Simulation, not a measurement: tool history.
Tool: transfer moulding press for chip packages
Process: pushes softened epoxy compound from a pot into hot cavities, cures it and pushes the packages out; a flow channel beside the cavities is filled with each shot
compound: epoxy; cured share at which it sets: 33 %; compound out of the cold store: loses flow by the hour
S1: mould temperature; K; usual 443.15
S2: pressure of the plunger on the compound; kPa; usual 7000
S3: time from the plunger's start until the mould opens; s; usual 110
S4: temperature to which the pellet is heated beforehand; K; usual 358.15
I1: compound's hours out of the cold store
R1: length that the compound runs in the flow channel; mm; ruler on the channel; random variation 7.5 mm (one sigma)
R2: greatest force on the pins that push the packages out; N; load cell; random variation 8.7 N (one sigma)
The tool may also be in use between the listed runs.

Run 1, hour 0.0: usual settings; I1 45.3. Result: R1 737 mm, R2 447 N.
At hour 12.8: plunger's sealing rings changed.
Run 2, hour 15.5: usual settings; I1 19.0. Result: R1 869 mm, R2 504 N.
Run 3, hour 23.7: usual settings; I1 18.6. Result: R1 868 mm, R2 544 N.
Run 4, hour 36.6: usual settings but S1 441.15 K; I1 37.6. Result: R1 826 mm, R2 600 N.
Run 5, hour 43.6: usual settings but S1 441.15 K, S2 6040 kPa; I1 47.7. Result: R1 752 mm, R2 634 N.
Run 6, hour 52.4: usual settings but S1 441.15 K, S2 6040 kPa; I1 17.5. Result: R1 803 mm, R2 686 N.
Run 7, hour 65.9: usual settings but S1 441.15 K, S2 6040 kPa; I1 23.4. Result: R1 792 mm, R2 662 N.
Run 8, hour 76.3: usual settings but S1 441.15 K, S2 6040 kPa; I1 42.9. Result: R1 747 mm, R2 701 N.
Run 9, hour 86.9: usual settings but S1 441.15 K, S2 6040 kPa; I1 31.6. Result: R1 777 mm, R2 760 N.
At hour 94.9: cavities cleaned with cleaning compound and waxed.
Run 10, hour 97.4: usual settings but S3 92 s; I1 47.1. Result: R1 791 mm, R2 561 N.
Run 11, hour 112.3: usual settings; I1 16.3. Result: R1 861 mm, R2 476 N.
Run 12, hour 127.8: usual settings; I1 32.9. Result: R1 821 mm, R2 508 N.
Run 13, hour 139.4: usual settings but S1 450.15 K; I1 30.3. Result: R1 809 mm, R2 510 N.
Run 14, hour 152.3: usual settings but S1 438.15 K; I1 17.5. Result: R1 863 mm, R2 812 N.
Run 15, hour 160.2: usual settings but S1 436.15 K, S2 7150 kPa; I1 39.0. Result: R1 824 mm, R2 911 N.
Run 16, hour 172.1: usual settings but S1 436.15 K, S2 7150 kPa; I1 32.6. Result: R1 845 mm, R2 936 N.
Run 17, hour 184.9: usual settings but S1 441.15 K, S2 8060 kPa, S3 100 s, S4 356.15 K; I1 47.1. Result: R1 840 mm, R2 870 N.
Run 18, hour 191.8: usual settings but S1 436.15 K, S2 8640 kPa, S3 106 s, S4 357.15 K; I1 41.3. Result: R1 884 mm, R2 1059 N.
At hour 198.8: cavities cleaned with cleaning compound and waxed.
Run 19, hour 199.6: usual settings but S1 436.15 K, S2 8640 kPa, S3 106 s, S4 357.15 K; I1 32.0. Result: R1 917 mm, R2 670 N.
Run 20, hour 206.2: usual settings but S1 444.15 K, S2 8640 kPa, S3 106 s, S4 350.15 K; I1 40.9. Result: R1 882 mm, R2 443 N.
Run 21, hour 218.9: usual settings but S1 446.15 K, S2 8640 kPa, S3 125 s, S4 350.15 K; I1 29.4. Result: R1 903 mm, R2 422 N.
Run 22, hour 227.8: usual settings but S1 446.15 K, S2 8640 kPa, S3 125 s, S4 350.15 K; I1 16.6. Result: R1 939 mm, R2 441 N.
Run 23, hour 238.3: usual settings but S3 109 s, S4 360.15 K; I1 18.0. Result: R1 838 mm, R2 553 N.
Run 24, hour 246.7: usual settings but S3 109 s, S4 360.15 K; I1 39.8. Result: R1 794 mm, R2 566 N.
Run 25, hour 254.9: usual settings but S3 103 s, S4 367.15 K; I1 27.5. Result: R1 813 mm, R2 638 N.
Run 26, hour 266.4: usual settings but S1 437.15 K, S3 103 s, S4 367.15 K; I1 41.9. Result: R1 786 mm, R2 956 N.
Run 27, hour 280.2: usual settings but S1 437.15 K, S3 103 s, S4 367.15 K; I1 16.6. Result: R1 842 mm, R2 1044 N.

Forecast each of these 3 alternatives for the next run:
Run A, hour 286.7: usual settings but S1 448.15 K, S2 7760 kPa, S3 98 s, S4 367.15 K; I1 26.2. Result: R1 ?, R2 ?.
Run B, hour 286.7: usual settings but S1 437.15 K; I1 43.3. Result: R1 ?, R2 ?.
Run C, hour 286.7: usual settings but S1 450.15 K, S3 120 s, S4 367.15 K; I1 13.3. Result: R1 ?, R2 ?.

run   R1   R2
  A  861  627
  B  781  921
  C  835  576
Without the tool's hidden state the same runs would have given:
run   R1   R2
  A  899  365
  B  815  519
  C  872  342
